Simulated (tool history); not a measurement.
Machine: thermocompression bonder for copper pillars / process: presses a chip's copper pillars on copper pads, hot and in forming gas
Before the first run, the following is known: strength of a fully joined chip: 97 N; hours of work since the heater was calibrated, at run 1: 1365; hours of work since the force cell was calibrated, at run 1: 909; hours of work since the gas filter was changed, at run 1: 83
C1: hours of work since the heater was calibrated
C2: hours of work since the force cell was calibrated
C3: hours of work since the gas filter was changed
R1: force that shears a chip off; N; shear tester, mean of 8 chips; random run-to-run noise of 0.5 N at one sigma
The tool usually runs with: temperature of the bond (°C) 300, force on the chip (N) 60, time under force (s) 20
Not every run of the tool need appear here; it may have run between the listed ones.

Run 1, hour 0: usual settings; C1 1365; C2 909; C3 83. Result: R1 37.8 N.
Run 2, hour 37.3: usual settings but temperature of the bond (°C) 282; C1 1380; C2 925; C3 99. Result: R1 29.8 N.
Run 3, hour 110.1: usual settings but time under force (s) 28; C1 1411; C2 955; C3 130. Result: R1 42.2 N.
Run 4, hour 190.3: usual settings but time under force (s) 28; C1 1445; C2 989; C3 163. Result: R1 41.9 N.
Run 5, hour 242: usual settings but time under force (s) 28; C1 1466; C2 1011; C3 185. Result: R1 43.2 N.
At hour 261.9: forming gas filter changed.
Run 6, hour 285.5: usual settings but time under force (s) 28; C1 1484; C2 1029; C3 10. Result: R1 42.6 N.
Run 7, hour 343.5: usual settings; C1 1509; C2 1053; C3 34. Result: R1 38.3 N.
Run 8, hour 404.2: usual settings; C1 1534; C2 1079; C3 60. Result: R1 38.4 N.
At hour 413.4: force cell calibrated.
Run 9, hour 486.4: usual settings but time under force (s) 23; C1 1568; C2 31; C3 94. Result: R1 39.4 N.
Run 10, hour 559: usual settings but temperature of the bond (°C) 303, time under force (s) 23; C1 1599; C2 61; C3 124. Result: R1 41.5 N.
Run 11, hour 634.9: usual settings but temperature of the bond (°C) 303, time under force (s) 23; C1 1631; C2 93; C3 156. Result: R1 41.4 N.
Run 12, hour 703.8: usual settings but temperature of the bond (°C) 324; C1 1660; C2 122; C3 185. Result: R1 47.1 N.
At hour 723: forming gas filter changed.
Run 13, hour 759.4: usual settings but temperature of the bond (°C) 324; C1 1683; C2 145; C3 15. Result: R1 47.8 N.
At hour 793.9: heater calibrated with a thermocouple chip.
Run 14, hour 820.6: usual settings but temperature of the bond (°C) 324; C1 11; C2 170; C3 40. Result: R1 48.9 N.
Run 15, hour 872.2: usual settings but temperature of the bond (°C) 288; C1 33; C2 192; C3 62. Result: R1 33.3 N.
Run 16, hour 929.3: usual settings but temperature of the bond (°C) 288; C1 57; C2 216; C3 86. Result: R1 32.9 N.
Run 17, hour 992.8: usual settings; C1 84; C2 243; C3 113. Result: R1 38.7 N.
Run 18, hour 1051: usual settings; C1 108; C2 267; C3 137. Result: R1 37.7 N.
Run 19, hour 1093.9: usual settings but force on the chip (N) 36, time under force (s) 21; C1 126; C2 285; C3 155. Result: R1 23.9 N.
Run 20, hour 1161.3: usual settings but force on the chip (N) 36, time under force (s) 18; C1 154; C2 313; C3 183. Result: R1 22.3 N.
At hour 1185.7: forming gas filter changed.
Run 21, hour 1238.7: usual settings but force on the chip (N) 36, time under force (s) 18; C1 187; C2 346; C3 22. Result: R1 21.8 N.
Run 22, hour 1292.8: usual settings but temperature of the bond (°C) 329, time under force (s) 14; C1 210; C2 368; C3 45. Result: R1 44.7 N.
Run 23, hour 1337.8: usual settings but temperature of the bond (°C) 329, time under force (s) 14; C1 228; C2 387; C3 64. Result: R1 44.5 N.
Run 24, hour 1400.6: usual settings but force on the chip (N) 36, time under force (s) 12; C1 255; C2 414; C3 90. Result: R1 18.5 N.
Run 25, hour 1473.5: usual settings but temperature of the bond (°C) 324, force on the chip (N) 69; C1 286; C2 444; C3 121. Result: R1 52.8 N.
Run 26, hour 1517.5: usual settings but temperature of the bond (°C) 324, force on the chip (N) 69; C1 304; C2 463; C3 140. Result: R1 53.4 N.
Run 27, hour 1561.7: usual settings but temperature of the bond (°C) 315, force on the chip (N) 63, time under force (s) 47; C1 323; C2 482; C3 158. Result: R1 60 N.
Run 28, hour 1621.4: usual settings but temperature of the bond (°C) 293, force on the chip (N) 47, time under force (s) 21; C1 348; C2 507; C3 183. Result: R1 28.4 N.
At hour 1643.4: forming gas filter changed.
Run 29, hour 1658.5: usual settings but temperature of the bond (°C) 326, force on the chip (N) 68, time under force (s) 54; C1 363; C2 522; C3 6. Result: R1 70.8 N.
Run 30, hour 1706.2: usual settings but force on the chip (N) 71, time under force (s) 17; C1 383; C2 542; C3 26. Result: R1 40.4 N.
Run 31, hour 1781.2: usual settings but temperature of the bond (°C) 278, force on the chip (N) 70, time under force (s) 11; C1 415; C2 574; C3 58. Result: R1 25.8 N.
Run 32, hour 1850.3: usual settings but temperature of the bond (°C) 282, time under force (s) 35; C1 444; C2 603; C3 87. Result: R1 38.1 N.
Run 33, hour 1899.5: usual settings but temperature of the bond (°C) 282, time under force (s) 35; C1 464; C2 623; C3 108. Result: R1 38.1 N.

Each row is a separate what-if for the run after 33, all from the same tool condition, not one after another. Results?
Run A, hour 1969.4: usual settings but temperature of the bond (°C) 282, force on the chip (N) 86, time under force (s) 35; C1 494; C2 653; C3 137. Result: R1 ?.
Run B, hour 1969.4: usual settings but temperature of the bond (°C) 316, time under force (s) 22; C1 494; C2 653; C3 137. Result: R1 ?.
Run C, hour 1969.4: usual settings but temperature of the bond (°C) 291, force on the chip (N) 52, time under force (s) 15; C1 494; C2 653; C3 137. Result: R1 ?.
Run D, hour 1969.4: usual settings but temperature of the bond (°C) 293, force on the chip (N) 40, time under force (s) 16; C1 494; C2 653; C3 137. Result: R1 ?.

run    R1
  A    52
  B  46.1
  C  26.1
  D  21.4
The same runs, with their run-to-run variation unchanged, on a tool lacking any hidden condition would have given:
run    R1
  A  52.2
  B  46.2
  C  26.2
  D  21.5
